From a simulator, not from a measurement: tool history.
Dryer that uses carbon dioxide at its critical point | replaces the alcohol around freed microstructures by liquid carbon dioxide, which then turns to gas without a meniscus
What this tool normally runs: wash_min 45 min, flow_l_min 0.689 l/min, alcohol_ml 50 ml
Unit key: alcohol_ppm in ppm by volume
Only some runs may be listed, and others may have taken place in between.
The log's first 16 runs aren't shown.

Run 17, hour 154.9: usual settings but wash_min 46 min, alcohol_ml 107 ml. Result: alcohol_ppm 91 ppm by volume.
Run 18, hour 166.5: usual settings but wash_min 46 min, alcohol_ml 107 ml. Result: alcohol_ppm 79 ppm by volume.
At hour 171: inlet filter changed.
Run 19, hour 176.9: usual settings. Result: alcohol_ppm 37 ppm by volume.
Run 20, hour 189.8: usual settings. Result: alcohol_ppm 42 ppm by volume.
Run 21, hour 202.3: usual settings but flow_l_min 1.099 l/min. Result: alcohol_ppm 31 ppm by volume.
Run 22, hour 215.9: usual settings but wash_min 66 min, flow_l_min 0.639 l/min, alcohol_ml 40 ml. Result: alcohol_ppm 33 ppm by volume.
Run 23, hour 223.3: usual settings but wash_min 66 min, flow_l_min 0.639 l/min, alcohol_ml 40 ml. Result: alcohol_ppm 34 ppm by volume.
Run 24, hour 230.2: usual settings but wash_min 66 min, flow_l_min 0.639 l/min, alcohol_ml 40 ml. Result: alcohol_ppm 26 ppm by volume.
Run 25, hour 243.1: usual settings but wash_min 33 min, flow_l_min 0.72 l/min, alcohol_ml 21 ml. Result: alcohol_ppm 54 ppm by volume.
Run 26, hour 253.2: usual settings but flow_l_min 0.483 l/min, alcohol_ml 20 ml. Result: alcohol_ppm 76 ppm by volume.
Run 27, hour 263.9: usual settings but wash_min 32 min, flow_l_min 0.483 l/min, alcohol_ml 38 ml. Result: alcohol_ppm 327 ppm by volume.
Run 28, hour 277.6: usual settings but wash_min 47 min, flow_l_min 0.574 l/min, alcohol_ml 24 ml. Result: alcohol_ppm 50 ppm by volume.
Run 29, hour 287.8: usual settings but wash_min 72 min, flow_l_min 0.707 l/min. Result: alcohol_ppm 31 ppm by volume.
Run 30, hour 297.7: usual settings but wash_min 72 min, flow_l_min 0.707 l/min. Result: alcohol_ppm 39 ppm by volume.
Run 31, hour 309.6: usual settings but wash_min 72 min, flow_l_min 0.707 l/min. Result: alcohol_ppm 37 ppm by volume.
Run 32, hour 316.1: usual settings but wash_min 72 min, flow_l_min 0.707 l/min. Result: alcohol_ppm 32 ppm by volume.
Run 33, hour 321.8: usual settings but wash_min 72 min, flow_l_min 0.707 l/min. Result: alcohol_ppm 43 ppm by volume.
Run 34, hour 333.4: usual settings but flow_l_min 0.423 l/min, alcohol_ml 42 ml. Result: alcohol_ppm 218 ppm by volume.
Run 35, hour 344.3: usual settings but wash_min 52 min, alcohol_ml 26 ml. Result: alcohol_ppm 41 ppm by volume.
Run 36, hour 352: usual settings but wash_min 35 min, flow_l_min 1.004 l/min, alcohol_ml 26 ml. Result: alcohol_ppm 41 ppm by volume.
Run 37, hour 361.6: usual settings but wash_min 35 min, flow_l_min 1.004 l/min. Result: alcohol_ppm 40 ppm by volume.
Run 38, hour 375.4: usual settings but wash_min 35 min, flow_l_min 1.004 l/min. Result: alcohol_ppm 51 ppm by volume.

Expected results for the next run?
Run 39, hour 382.1: usual settings but wash_min 35 min, flow_l_min 1.004 l/min. Result: alcohol_ppm ?.

alcohol_ppm: 47 ppm by volume
Had the tool carried no hidden state, the very same run would have given alcohol_ppm 10 ppm by volume.

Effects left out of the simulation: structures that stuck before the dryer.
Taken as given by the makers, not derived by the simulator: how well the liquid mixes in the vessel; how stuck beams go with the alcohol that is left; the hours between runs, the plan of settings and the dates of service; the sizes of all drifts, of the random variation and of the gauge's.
